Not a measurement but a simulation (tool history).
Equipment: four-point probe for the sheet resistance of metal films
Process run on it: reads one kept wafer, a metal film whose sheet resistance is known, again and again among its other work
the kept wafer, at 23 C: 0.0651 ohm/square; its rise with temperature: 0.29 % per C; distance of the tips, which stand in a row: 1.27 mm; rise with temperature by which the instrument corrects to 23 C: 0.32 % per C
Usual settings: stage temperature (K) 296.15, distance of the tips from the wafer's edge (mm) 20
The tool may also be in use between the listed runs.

run   hour  stage temperature (K)  distance of the tips from the wafer's edge (mm)  sheet resistance as the instrument gives it (ohm/square)
  1      0                 296.15                                               20                                                  0.065313
  2   32.6                 296.15                                               42                                                  0.065225
  3   80.8                 296.15                                               42                                                  0.065222
  4  128.5                 298.15                                               20                                                  0.065294
  5    194                 296.15                                               50                                                  0.065262
  6  253.9                 298.15                                               16                                                  0.065369
  7  285.9                 297.15                                                7                                                  0.066309
  8  344.6                 297.15                                                7                                                   0.06631
  9  417.8                 300.15                                               46                                                  0.065171
 10  458.7                 306.15                                                3                                                  0.070722

Below, each run's measurement less what the same run would have read without the hidden state. Both values contain the same run-to-run variation, but the gauge's scatter may not be the same in both:
Hidden state at play: inner tips' distance over the nominal, %; tips' flats over new ones', %; wafer's true temperature over the reading, C; drift of the gauge itself on sheet_ohm, %.
run  sheet resistance as the instrument gives it (ohm/square)
  1                                                 +0.000076
  2                                                  +0.00008
  3                                                 +0.000087
  4                                                 +0.000091
  5                                                   +0.0001
  6                                                 +0.000108
  7                                                 +0.000114
  8                                                 +0.000122
  9                                                 +0.000128
 10                                                 +0.000142

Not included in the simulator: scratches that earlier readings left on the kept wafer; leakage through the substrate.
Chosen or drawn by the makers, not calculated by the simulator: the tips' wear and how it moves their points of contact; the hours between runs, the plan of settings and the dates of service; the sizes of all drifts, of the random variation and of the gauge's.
